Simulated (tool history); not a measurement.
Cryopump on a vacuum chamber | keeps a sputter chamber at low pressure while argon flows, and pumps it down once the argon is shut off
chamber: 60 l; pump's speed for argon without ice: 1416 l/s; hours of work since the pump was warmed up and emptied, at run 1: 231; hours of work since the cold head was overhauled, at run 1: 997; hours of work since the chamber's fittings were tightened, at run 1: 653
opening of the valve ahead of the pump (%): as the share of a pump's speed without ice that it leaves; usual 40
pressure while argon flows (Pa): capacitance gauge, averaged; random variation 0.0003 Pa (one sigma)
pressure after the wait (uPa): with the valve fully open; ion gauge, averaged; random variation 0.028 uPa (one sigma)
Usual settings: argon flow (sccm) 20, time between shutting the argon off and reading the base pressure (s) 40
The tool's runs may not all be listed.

run     day  argon flow (sccm)  time between shutting the argon off and reading the base pressure (s)  opening of the valve ahead of the pump (%)  hours of work since the pump was warmed up and emptied  hours of work since the cold head was overhauled  hours of work since the chamber's fittings were tightened  pressure while argon flows (Pa)  pressure after the wait (uPa)
  1   0.000                 20                                                                     40                                          40                                                     231                                               997                                                        653                           0.0615                           1.79
  2   2.238                 20                                                                     40                                          40                                                     260                                              1025                                                        681                           0.0613                           1.75
  3   3.979                 20                                                                     40                                          40                                                     281                                              1046                                                        703                           0.0609                           1.72
  4   5.700                 20                                                                    284                                          40                                                     303                                              1068                                                        724                           0.0612                           0.81
  5   7.446                 20                                                                    284                                          40                                                     325                                              1090                                                        746                           0.0612                           0.85
  6   9.021                 14                                                                     40                                          40                                                     344                                              1110                                                        766                           0.0429                           1.78
  7  11.250                 14                                                                     40                                          40                                                     372                                              1138                                                        794                           0.0432                           1.84
  8  13.438                 14                                                                     40                                          40                                                     400                                              1165                                                        821                           0.0433                           1.90
  9  15.350                 20                                                                     40                                          40                                                     424                                              1189                                                        845                           0.0619                           1.88
 10  16.775                 20                                                                     40                                          40                                                     442                                              1207                                                        863                           0.0620                           1.84
 11  18.658                 20                                                                     40                                          40                                                     465                                              1230                                                        887                           0.0627                           1.89
 12  20.521                 20                                                                     40                                          40                                                     489                                              1254                                                        910                           0.0619                           1.89
 13  22.583                 20                                                                     40                                          26                                                     514                                              1280                                                        936                           0.0944                           2.00
 14  24.100                 20                                                                     40                                          26                                                     533                                              1299                                                        955                           0.0940                           1.97
 15  25.979                 20                                                                     40                                          36                                                     557                                              1322                                                        978                           0.0690                           1.95
 16  27.062                 21                                                                     40                                          40                                                     571                                              1336                                                        992                           0.0665                           1.96
 17  28.462                 11                                                                     40                                          40                                                     588                                              1353                                                       1009                           0.0348                           1.99
 18  30.392                 11                                                                     40                                          40                                                     612                                              1377                                                       1034                           0.0346                           2.10
 19  31.488                 11                                                                    129                                          40                                                     626                                              1391                                                       1047                           0.0346                           1.26
 20  33.738                 28                                                                     32                                          18                                                     654                                              1419                                                       1076                           0.1913                           2.36
 21  35.562                 29                                                                     32                                          18                                                     677                                              1442                                                       1098                           0.1980                           2.34
 22  37.054                 29                                                                     32                                          18                                                     696                                              1461                                                       1117                           0.1971                           2.33
 23  38.208                 20                                                                     37                                          29                                                     710                                              1475                                                       1132                           0.0860                           2.20
 24  40.258                 19                                                                     24                                          40                                                     736                                              1501                                                       1157                           0.0603                           2.80
     41.546  -- pump warmed up, emptied and cooled again
 25  41.546                 19                                                                     24                                          40                                                       0                                              1515                                                       1171                           0.0575                           2.73
 26  43.046                  8                                                                     24                                          24                                                      19                                              1533                                                       1190                           0.0405                           2.77
 27  45.217                  8                                                                     24                                          24                                                      46                                              1561                                                       1217                           0.0398                           2.76
 28  46.354                  8                                                                     23                                          24                                                      60                                              1575                                                       1231                           0.0402                           2.83
 29  47.792                  8                                                                     23                                          24                                                      78                                              1593                                                       1249                           0.0404                           2.96
 30  48.725                 10                                                                    184                                          25                                                      90                                              1604                                                       1261                           0.0483                           1.20
 31  50.442                 20                                                                    101                                          48                                                     111                                              1626                                                       1282                           0.0511                           1.36
 32  52.688                 20                                                                    101                                          48                                                     140                                              1654                                                       1310                           0.0509                           1.45
 33  54.296                 20                                                                    101                                          48                                                     160                                              1674                                                       1330                           0.0508                           1.45

How the hidden state differs across the entries between the runs, from the last listed run before each to the first after it:
Between runs 24 and 25: pump warmed up, emptied and cooled again (day 41.546)
  pump's speed, % of a pump's without ice: 87.5 -> 100; cold plate's temperature, K: 13.32 -> 13.33; leak into the chamber, uPa l/s: 1202 -> 1210
  measured less the result without the state, pressure while argon flows (Pa): +0.0039 -> +0.0006; pressure after the wait (uPa): +0.78 -> +0.67
